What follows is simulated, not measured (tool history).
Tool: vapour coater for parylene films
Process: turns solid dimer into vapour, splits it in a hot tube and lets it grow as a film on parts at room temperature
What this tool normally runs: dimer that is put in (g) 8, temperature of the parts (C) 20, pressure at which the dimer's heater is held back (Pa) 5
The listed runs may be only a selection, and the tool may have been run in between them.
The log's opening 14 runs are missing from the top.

| run | hour | dimer that is put in (g) | temperature of the parts (C) | pressure at which the dimer's heater is held back (Pa) | thickness of the film (µm) |
|---|---|---|---|---|---|
|  | 372.8 | trap's valve overhauled |
| 15 | 372.8 | 8 | 20 | 5 | 3.39 |
| 16 | 403.9 | 8 | 20 | 5 | 3.39 |
| 17 | 433.8 | 8 | 14 | 5 | 4.48 |
| 18 | 465.4 | 8 | 14 | 5 | 4.55 |
| 19 | 496.4 | 8 | 14 | 5 | 4.39 |
| 20 | 524.6 | 11 | 15 | 10.95 | 5.6 |
| 21 | 543.5 | 12 | 19 | 5 | 5.23 |
| 22 | 572.4 | 8 | 22 | 11.52 | 2.91 |
| 23 | 593.5 | 3 | 17 | 7.84 | 1.39 |

The next listed run, before its measurement:
| 24 | 610.3 | 3 | 19 | 3.71 | ? |

Run 24 yielded thickness of the film (µm) 1.28.
On a tool with no hidden condition, and with the same random variation, this run would have come out at thickness of the film (µm) 1.31.
